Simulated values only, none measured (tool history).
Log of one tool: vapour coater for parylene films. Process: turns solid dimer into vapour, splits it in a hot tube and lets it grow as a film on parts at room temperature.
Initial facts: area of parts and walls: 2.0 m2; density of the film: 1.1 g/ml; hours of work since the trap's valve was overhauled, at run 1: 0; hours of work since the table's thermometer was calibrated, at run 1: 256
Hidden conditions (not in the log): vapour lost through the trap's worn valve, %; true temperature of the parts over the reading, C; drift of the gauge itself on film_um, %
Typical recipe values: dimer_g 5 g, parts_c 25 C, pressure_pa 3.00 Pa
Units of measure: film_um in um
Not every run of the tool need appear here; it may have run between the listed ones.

run    hour  dimer_g  parts_c  pressure_pa  hours of work since the trap's valve was overhauled  hours of work since the table's thermometer was calibrated  film_um
  1     0.0        5       25         3.00                                                    0                                                         256     1.86
  2    49.2        5       25         3.42                                                   40                                                         296     1.82
  3    97.4        5       25         3.42                                                   80                                                         336     1.81
  4   153.7        5       25         3.42                                                  126                                                         382     1.80
  5   196.1        5       25         3.42                                                  161                                                         417     1.78
  6   250.1        5       25         3.42                                                  206                                                         462     1.77
  7   294.6        5       25         3.42                                                  242                                                         498     1.74
  8   338.7        5       25         3.00                                                  278                                                         534     1.77
  9   381.5        5       25         3.00                                                  314                                                         570     1.76
 10   436.1        5       33         3.00                                                  358                                                         614     1.42
 11   468.9        5       33         3.00                                                  385                                                         641     1.41
 12   516.5        5       25         3.00                                                  425                                                         681     1.71
 13   560.9        5       25         3.00                                                  461                                                         717     1.70
 14   597.7        5       25         3.00                                                  491                                                         747     1.67
 15   622.8        5       25         3.00                                                  512                                                         768     1.67
 16   666.9        5       25         3.00                                                  548                                                         804     1.64
 17   697.8        5       25         3.00                                                  574                                                         830     1.67
 18   726.7        4       36        10.28                                                  597                                                         853     0.91
 19   754.4        4       25         9.66                                                  620                                                         876     1.19
 20   779.3        4       25         9.66                                                  641                                                         897     1.15
 21   805.8        4       36        11.05                                                  662                                                         918     0.90
 22   829.3        8       27         3.96                                                  682                                                         938     2.41
      837.4  -- trap's valve overhauled
 23   881.4        5       33         3.00                                                   36                                                         977     1.52
 24   927.8        5       33         3.00                                                   74                                                        1015     1.50
 25   966.4        7       23         3.22                                                  106                                                        1047     2.64
 26  1008.0        7       23         3.22                                                  140                                                        1081     2.61
 27  1052.8        7       35         3.30                                                  177                                                        1118     1.98
 28  1102.6        5       21         2.55                                                  218                                                        1159     1.95
 29  1152.9        5       25         2.29                                                  259                                                        1200     1.77
 30  1194.5        5       20         3.00                                                  294                                                        1235     1.95
 31  1243.1        6       35         2.65                                                  334                                                        1275     1.62
 32  1273.9        6       35         2.65                                                  359                                                        1300     1.63
 33  1321.8        5       26         3.02                                                  398                                                        1339     1.65

Hidden state or all else? Some run-to-run changes of film_um, split into what the settings, what came in and random variation would give without the hidden state, and what is left for the hidden state (with any gauge scatter that isn't in both results):
Run 17 -> 18: dimer_g 5 -> 4, parts_c 25 -> 36, pressure_pa 3.00 -> 10.28. film_um -0.76 um: hidden state +0.10, all else -0.86.
Run 21 -> 22: dimer_g 4 -> 8, parts_c 36 -> 27, pressure_pa 11.05 -> 3.96. film_um +1.51 um: hidden state -0.27, all else +1.78.
Run 22 -> 23: dimer_g 8 -> 5, parts_c 27 -> 33, pressure_pa 3.96 -> 3.00, trap's valve overhauled. film_um -0.89 um: hidden state +0.39, all else -1.28.
Run 24 -> 25: dimer_g 5 -> 7, parts_c 33 -> 23, pressure_pa 3.00 -> 3.22. film_um +1.14 um: hidden state -0.06, all else +1.20.

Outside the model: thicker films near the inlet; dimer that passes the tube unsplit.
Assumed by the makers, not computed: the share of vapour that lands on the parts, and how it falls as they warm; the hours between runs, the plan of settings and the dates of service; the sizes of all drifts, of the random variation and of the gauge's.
